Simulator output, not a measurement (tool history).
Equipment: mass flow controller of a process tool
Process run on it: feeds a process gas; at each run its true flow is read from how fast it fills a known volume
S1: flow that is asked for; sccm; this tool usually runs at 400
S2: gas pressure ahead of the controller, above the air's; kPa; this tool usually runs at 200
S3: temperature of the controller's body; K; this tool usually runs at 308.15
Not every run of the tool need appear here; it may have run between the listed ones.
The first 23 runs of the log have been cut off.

run 24 hour=3690.4 | S1=400 S2=162 S3=295.15 | true_flow_(%)=99.8
run 25 hour=3833.5 | S1=60 S2=267 S3=296.15 | true_flow_(%)=98.3
run 26 hour=3965.5 | S1=171 S2=151 S3=302.15 | true_flow_(%)=98.06
run 27 hour=4136.9 | S1=467 S2=248 S3=301.15 | true_flow_(%)=99.41
run 28 hour=4320.3 | S1=53 S2=224 S3=297.15 | true_flow_(%)=97.98
run 29 hour=4521.4 | S1=53 S2=224 S3=297.15 | true_flow_(%)=98.04
run 30 hour=4707.6 | S1=197 S2=228 S3=308.15 | true_flow_(%)=97.2
run 31 hour=4837.6 | S1=106 S2=140 S3=308.15 | true_flow_(%)=96.74
run 32 hour=5001.7 | S1=106 S2=140 S3=308.15 | true_flow_(%)=96.6
run 33 hour=5205.4 | S1=106 S2=140 S3=308.15 | true_flow_(%)=96.54
run 34 hour=5311.9 | S1=262 S2=200 S3=299.15 | true_flow_(%)=98.37
run 35 hour=5409.1 | S1=262 S2=249 S3=299.15 | true_flow_(%)=98.33
run 36 hour=5624.3 | S1=74 S2=271 S3=298.15 | true_flow_(%)=97.53
run 37 hour=5826.5 | S1=74 S2=200 S3=301.15 | true_flow_(%)=97
run 38 hour=6006.2 | S1=74 S2=200 S3=301.15 | true_flow_(%)=97.02
run 39 hour=6130.2 | S1=400 S2=186 S3=300.15 | true_flow_(%)=98.28
run 40 hour=6355.5 | S1=400 S2=234 S3=295.15 | true_flow_(%)=98.96
run 41 hour=6571.2 | S1=400 S2=234 S3=295.15 | true_flow_(%)=98.89
run 42 hour=6730.7 | S1=286 S2=171 S3=299.15 | true_flow_(%)=97.8
run 43 hour=6925.2 | S1=402 S2=200 S3=304.15 | true_flow_(%)=97.6
run 44 hour=7056.7 | S1=402 S2=200 S3=304.15 | true_flow_(%)=97.58
run 45 hour=7173.8 | S1=60 S2=250 S3=308.15 | true_flow_(%)=95.94
run 46 hour=7291.7 | S1=144 S2=191 S3=307.15 | true_flow_(%)=96.14
run 47 hour=7494.2 | S1=400 S2=184 S3=301.15 | true_flow_(%)=97.66

Below are 3 alternative next runs, each starting from the tool's condition after run 47. Predict each:
run A hour=7596.3 | S1=400 S2=200 S3=305.15 | true_flow_(%)=?
run B hour=7596.3 | S1=106 S2=258 S3=294.15 | true_flow_(%)=?
run C hour=7596.3 | S1=400 S2=182 S3=293.15 | true_flow_(%)=?

run=A true_flow_(%)=97.37
run=B true_flow_(%)=97.48
run=C true_flow_(%)=98.63
What these runs would have given with no unlogged condition in the tool:
run=A true_flow_(%)=98.88
run=B true_flow_(%)=98.99
run=C true_flow_(%)=100.16

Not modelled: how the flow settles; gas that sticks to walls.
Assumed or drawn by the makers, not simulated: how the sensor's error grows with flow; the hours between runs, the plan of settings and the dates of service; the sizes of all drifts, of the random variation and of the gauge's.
